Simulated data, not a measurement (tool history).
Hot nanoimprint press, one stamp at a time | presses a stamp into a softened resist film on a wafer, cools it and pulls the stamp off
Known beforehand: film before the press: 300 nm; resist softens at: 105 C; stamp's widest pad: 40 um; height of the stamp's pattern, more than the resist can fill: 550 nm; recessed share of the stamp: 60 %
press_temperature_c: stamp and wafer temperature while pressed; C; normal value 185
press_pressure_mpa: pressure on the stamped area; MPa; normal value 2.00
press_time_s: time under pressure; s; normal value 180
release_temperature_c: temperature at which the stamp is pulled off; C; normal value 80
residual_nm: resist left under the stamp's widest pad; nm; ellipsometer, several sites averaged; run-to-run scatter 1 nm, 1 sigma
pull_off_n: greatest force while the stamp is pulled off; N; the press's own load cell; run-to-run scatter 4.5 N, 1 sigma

run    hour  press_temperature_c  press_pressure_mpa  press_time_s  release_temperature_c  residual_nm  pull_off_n
  1     0.0                  185                2.00           180                     80        156.9         260
  2    52.6                  192                2.00           180                     80        131.3         270
      106.1  -- stamp cleaned and given a new release coat
  3   109.8                  192                2.00           180                     80        130.7         219
      142.2  -- press's hydraulic seals changed and the load cell set to zero
      153.1  -- plate thermocouple calibrated
  4   173.7                  192                1.53           180                     80        146.4         227
  5   213.3                  185                2.00           180                     80        153.8         241
  6   253.0                  185                2.00           180                     80        155.1         256
  7   293.9                  185                2.00           180                     80        156.8         263
  8   345.8                  185                2.00           180                     80        156.2         267
  9   376.3                  185                2.00           180                     80        159.3         283
      389.6  -- stamp cleaned and given a new release coat
 10   438.1                  185                2.00           180                     80        156.6         245
      481.5  -- plate thermocouple calibrated, once more
 11   500.6                  185                2.00           180                     80        148.3         242
 12   546.0                  185                2.00           180                     80        147.7         250
 13   600.6                  185                1.83           180                     80        155.1         256
 14   653.7                  185                1.83           180                     80        155.7         282
      663.6  -- stamp cleaned and given a new release coat
 15   709.8                  185                1.83           180                     80        157.5         240
 16   755.8                  189                1.80           180                     80        141.7         236
 17   795.7                  189                1.80           162                     80        147.1         248
 18   829.4                  197                1.38           181                     66        133.4         309
 19   878.3                  190                2.00           319                     80        107.9         264
 20   908.3                  185                2.00           254                     71        135.0         308
      934.5  -- stamp cleaned and given a new release coat
 21   972.5                  186                2.38           230                     80        126.1         233
 22  1020.4                  186                2.38           230                     80        125.7         239
 23  1069.0                  185                2.24           195                     84        143.6         241
 24  1110.2                  185                2.24           195                     84        143.6         247
 25  1150.9                  173                1.74           230                     80        207.9         270
 26  1185.3                  185                2.00           120                     82        177.7         263
     1204.8  -- stamp cleaned and given a new release coat
 27  1220.1                  185                2.00           120                     82        177.4         228
     1252.7  -- plate thermocouple calibrated
 28  1278.7                  185                2.00           120                     82        172.6         223
 29  1327.6                  188                2.00           120                     82        158.7         238

Consider 3 possible next runs. They are alternatives, not a sequence: every one starts from the tool as it was left by run 29. What does each give?
  A  1355.8                  185                1.44           180                     80            ?           ?
  B  1355.8                  178                2.45           180                     80            ?           ?
  C  1355.8                  185                2.00           180                     71            ?           ?

run  residual_nm  pull_off_n
  A        174.9         249
  B        169.7         251
  C        149.6         286
What these runs would have given with no unlogged condition in the tool:
run  residual_nm  pull_off_n
  A        171.5         219
  B        164.3         221
  C        145.3         252
